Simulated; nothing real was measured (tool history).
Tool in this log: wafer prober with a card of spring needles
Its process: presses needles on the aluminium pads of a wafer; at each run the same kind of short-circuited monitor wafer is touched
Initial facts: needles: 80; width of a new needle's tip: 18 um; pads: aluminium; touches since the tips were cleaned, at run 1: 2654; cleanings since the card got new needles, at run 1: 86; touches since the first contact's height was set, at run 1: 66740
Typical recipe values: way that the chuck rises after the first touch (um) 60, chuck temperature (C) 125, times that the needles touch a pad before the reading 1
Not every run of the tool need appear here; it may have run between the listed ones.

run,hour,way that the chuck rises after the first touch (um),chuck temperature (C),times that the needles touch a pad before the reading,touches since the tips were cleaned,cleanings since the card got new needles,touches since the first contact's height was set,resistance of one needle with its contact and lead (mohm),way that a needle slides on the pad (um)
1,0.0,60,125,1,2654,86,66740,128,16.22
# hour 4.1: tips cleaned on abrasive film
# hour 14.0: tips cleaned on abrasive film
# hour 24.0: tips cleaned on abrasive film
# hour 32.0: tips cleaned on abrasive film
2,37.0,60,84,1,2636,90,86177,124,16.09
# hour 41.0: tips cleaned on abrasive film
# hour 43.3: height of the first contact set anew
# hour 51.3: tips cleaned on abrasive film
# hour 61.3: tips cleaned on abrasive film
3,64.3,61,125,1,1595,93,11049,127,16.42
# hour 70.4: tips cleaned on abrasive film
# hour 80.3: tips cleaned on abrasive film
# hour 88.3: tips cleaned on abrasive film
4,90.3,60,125,2,1047,96,24704,131,16.17
# hour 98.3: tips cleaned on abrasive film
# hour 108.3: tips cleaned on abrasive film
# hour 118.3: tips cleaned on abrasive film
5,124.1,60,125,2,3071,99,42484,128,16.10
# hour 128.1: tips cleaned on abrasive film
# hour 138.1: tips cleaned on abrasive film
6,144.3,60,125,2,3299,101,53136,128,16.16
# hour 146.4: tips cleaned on abrasive film
# hour 156.4: tips cleaned on abrasive film
# hour 164.4: tips cleaned on abrasive film
# hour 174.4: tips cleaned on abrasive film
# hour 183.9: tips cleaned on abrasive film
7,183.9,60,125,2,0,106,73880,130,16.12
# hour 193.9: tips cleaned on abrasive film
# hour 203.8: tips cleaned on abrasive film
# hour 213.8: tips cleaned on abrasive film
# hour 214.1: height of the first contact set anew
# hour 224.1: tips cleaned on abrasive film
8,231.8,60,83,2,4064,110,9317,124,16.12
# hour 233.8: tips cleaned on abrasive film
# hour 241.9: tips cleaned on abrasive film
# hour 251.8: tips cleaned on abrasive film
# hour 259.9: tips cleaned on abrasive film
9,263.1,60,125,1,1711,114,25737,130,16.21
# hour 269.1: tips cleaned on abrasive film
# hour 279.1: tips cleaned on abrasive film
10,283.9,60,125,1,2558,116,36692,129,16.14
# hour 288.0: tips cleaned on abrasive film
# hour 297.9: tips cleaned on abrasive film
11,305.6,60,125,1,4088,118,48133,131,16.20
# hour 307.7: tips cleaned on abrasive film
# hour 317.7: tips cleaned on abrasive film
# hour 327.7: tips cleaned on abrasive film
12,335.0,78,125,1,3893,121,63580,126,20.93
# hour 337.1: tips cleaned on abrasive film
# hour 345.1: tips cleaned on abrasive film
# hour 355.1: tips cleaned on abrasive film
13,358.3,78,125,1,1701,124,75787,127,20.96
# hour 364.3: tips cleaned on abrasive film
# hour 372.3: tips cleaned on abrasive film
# hour 382.3: tips cleaned on abrasive film
# hour 384.6: height of the first contact set anew
# hour 390.6: tips cleaned on abrasive film
# hour 398.6: tips cleaned on abrasive film
14,398.9,49,58,1,134,129,7489,122,13.09
# hour 406.9: tips cleaned on abrasive film
# hour 416.9: tips cleaned on abrasive film
# hour 424.9: tips cleaned on abrasive film
# hour 434.9: tips cleaned on abrasive film
15,440.0,67,125,1,2716,133,29123,127,18.00
# hour 444.1: tips cleaned on abrasive film
# hour 454.0: tips cleaned on abrasive film
# hour 464.0: tips cleaned on abrasive film
16,470.8,62,28,2,3612,136,45342,116,16.70

The next listed run, before its measurement:
# hour 472.9: tips cleaned on abrasive film
# hour 482.9: tips cleaned on abrasive film
# hour 490.9: tips cleaned on abrasive film
# hour 499.1: tips cleaned on abrasive film
17,499.1,48,48,1,0,140,60138,?,?

{"run 17": {"resistance of one needle with its contact and lead (mohm)": 125, "way that a needle slides on the pad (um)": 12.9}}
With the hidden condition absent and the run-to-run variation left alone, this run would have shown resistance of one needle with its contact and lead (mohm) 125, way that a needle slides on the pad (um) 12.90.

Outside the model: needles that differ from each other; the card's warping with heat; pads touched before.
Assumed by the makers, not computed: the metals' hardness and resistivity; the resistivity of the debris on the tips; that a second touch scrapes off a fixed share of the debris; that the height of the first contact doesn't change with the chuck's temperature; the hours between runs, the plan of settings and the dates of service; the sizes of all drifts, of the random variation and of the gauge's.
